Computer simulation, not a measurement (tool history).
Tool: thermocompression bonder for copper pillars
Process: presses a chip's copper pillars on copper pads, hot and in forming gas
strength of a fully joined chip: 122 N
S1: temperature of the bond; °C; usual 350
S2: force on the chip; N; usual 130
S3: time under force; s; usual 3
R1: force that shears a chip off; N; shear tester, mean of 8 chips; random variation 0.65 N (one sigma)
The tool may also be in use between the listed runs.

run	hour	S1	S2	S3	R1
1	0	350	130	3	86.6
2	35.9	350	130	3	86.4
3	60.9	350	169	3	99.9
4	97.9	356	130	3	88.6
# hour 115.4: forming gas filter changed
5	142.6	350	130	3	87.4
6	190.4	376	130	3	97.1
7	218.3	376	130	3	95.7
8	266.1	376	130	3	97.2
9	296.9	356	130	3	89.5
10	322.2	356	130	3	89.8
11	352.9	356	105	3	76.1
12	396	369	105	3	82.1
13	438.9	369	105	3	80.8
14	465.1	369	105	4	88.1
15	510.3	369	132	3	95.3
16	557.3	340	132	3	82.4
17	592.5	346	110	8	95
18	620.8	346	110	8	95.8
19	650.9	321	132	2	66.1
20	693.2	338	130	3	81.3

The next listed run, before its measurement:
21	738.9	338	130	3	?

R1: 80.6 N
Without the tool's hidden state the same run would have given R1 80.8 N.
